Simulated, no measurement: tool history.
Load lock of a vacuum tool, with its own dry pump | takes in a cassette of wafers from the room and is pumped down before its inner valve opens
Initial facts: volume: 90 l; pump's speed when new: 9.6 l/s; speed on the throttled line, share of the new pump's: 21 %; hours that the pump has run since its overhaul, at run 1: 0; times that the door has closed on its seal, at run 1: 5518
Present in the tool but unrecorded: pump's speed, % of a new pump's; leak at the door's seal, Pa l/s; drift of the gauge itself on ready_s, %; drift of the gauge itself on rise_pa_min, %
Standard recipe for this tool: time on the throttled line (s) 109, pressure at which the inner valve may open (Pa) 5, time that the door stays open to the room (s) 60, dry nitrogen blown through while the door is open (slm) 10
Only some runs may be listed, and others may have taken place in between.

run	hour	time on the throttled line (s)	pressure at which the inner valve may open (Pa)	time that the door stays open to the room (s)	dry nitrogen blown through while the door is open (slm)	hours that the pump has run since its overhaul	times that the door has closed on its seal	incoming humidity of the room's air, %	time from the closed door until the inner valve may open (s)	rise of the pressure with all valves shut (Pa/min)
1	0.0	109	5	60	10	0	5518	40.8	181.0	0.054
2	58.5	109	5	60	10	58	5593	40.3	179.0	0.047
3	163.7	109	5	60	10	164	5728	45.4	180.5	0.052
4	224.5	109	5	60	10	224	5807	47.6	180.5	0.056
5	333.8	109	5	60	10	334	5947	46.7	180.7	0.052
6	415.2	109	5	60	10	415	6052	45.6	180.9	0.051
7	527.9	109	5	60	10	528	6197	41.3	180.5	0.044
8	625.9	109	5	60	10	626	6323	48.6	180.3	0.057
9	749.0	109	5	60	10	749	6482	46.3	182.3	0.057
10	843.1	80	5	60	10	843	6603	45.8	157.6	0.056
11	901.1	80	5	60	10	901	6677	46.5	157.9	0.055
12	963.5	80	5	60	10	963	6758	45.8	158.9	0.055
13	1061.4	109	5	60	41	1061	6884	49.0	181.6	0.036
14	1170.1	109	5	74	6	1170	7024	45.7	181.1	0.067
15	1225.9	80	5	29	10	1226	7095	43.2	156.9	0.034
16	1280.2	74	7	26	16	1280	7165	46.1	149.3	0.029
17	1361.7	70	8	127	22	1362	7270	46.2	146.0	0.080
18	1456.8	115	8	30	35	1457	7393	43.1	182.2	0.028
19	1578.7	115	8	205	35	1579	7550	45.8	183.1	0.093
20	1651.7	56	7	66	13	1652	7644	44.7	136.7	0.051
21	1776.7	71	5	205	6	1777	7805	44.1	152.9	0.137
22	1898.8	71	5	205	6	1899	7962	47.6	153.0	0.152
23	1984.9	146	5	60	10	1985	8072	45.0	212.4	0.058
24	2048.2	109	7	60	14	2048	8154	47.0	179.0	0.056
25	2106.8	109	10	60	7	2107	8229	46.8	175.9	0.059
26	2225.8	109	10	60	7	2226	8383	40.4	175.5	0.054

For some of the steps in time from the closed door until the inner valve may open (s) from one run to the next: how much would appear even if the tool had no hidden state, given the settings, what came in and random variation, and how much remains for the hidden state plus any gauge scatter that the measured result and the result without hidden state don't share?
Run 19 -> 20: time on the throttled line (s) 115 -> 56, pressure at which the inner valve may open (Pa) 8 -> 7, time that the door stays open to the room (s) 205 -> 66, dry nitrogen blown through while the door is open (slm) 35 -> 13. time from the closed door until the inner valve may open (s) -46.4: hidden state +0.5, all else -46.9.
Run 22 -> 23: time on the throttled line (s) 71 -> 146, time that the door stays open to the room (s) 205 -> 60, dry nitrogen blown through while the door is open (slm) 6 -> 10. time from the closed door until the inner valve may open (s) +59.4: hidden state -0.6, all else +60.0.

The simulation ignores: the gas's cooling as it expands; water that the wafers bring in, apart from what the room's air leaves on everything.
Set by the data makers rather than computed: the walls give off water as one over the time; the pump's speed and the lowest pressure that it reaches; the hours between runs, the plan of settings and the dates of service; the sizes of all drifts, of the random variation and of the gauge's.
